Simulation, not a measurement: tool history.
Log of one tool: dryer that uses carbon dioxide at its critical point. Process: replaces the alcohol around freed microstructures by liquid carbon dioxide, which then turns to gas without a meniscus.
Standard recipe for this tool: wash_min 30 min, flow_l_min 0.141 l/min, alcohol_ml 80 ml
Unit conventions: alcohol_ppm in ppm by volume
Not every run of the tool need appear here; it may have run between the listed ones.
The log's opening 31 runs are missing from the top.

run	day	wash_min	flow_l_min	alcohol_ml	hours of work since the filter was changed	hours of work since the purifier's bed was changed	alcohol_ppm
32	24.129	30	0.136	28	115	602	168
33	25.050	32	0.085	35	125	611	691
34	26.017	38	0.141	107	135	622	137
35	26.946	38	0.141	51	145	631	132
36	27.671	31	0.105	99	152	639	732
37	28.554	32	0.088	39	161	648	653
38	29.254	32	0.179	56	169	655	131
39	30.162	24	0.112	27	178	665	605
40	30.700	31	0.227	76	184	670	134
41	31.371	35	0.121	30	191	677	176
42	31.871	30	0.141	115	196	682	266
43	32.792	43	0.114	82	205	692	164
44	33.825	43	0.114	82	216	703	169
45	34.550	21	0.087	80	224	710	6944
46	35.429	46	0.118	28	233	719	149
47	36.271	40	0.155	61	242	728	149
48	37.204	40	0.155	61	251	738	155

Forecast each of these 3 alternatives for the next run:
A	37.838	26	0.114	69	258	744	?
B	37.838	46	0.155	36	258	744	?
C	37.838	30	0.234	80	258	744	?

run	alcohol_ppm
A	978
B	139
C	144
The same runs, with their run-to-run variation unchanged, on a tool lacking any hidden condition would have given:
run	alcohol_ppm
A	591
B	0
C	2
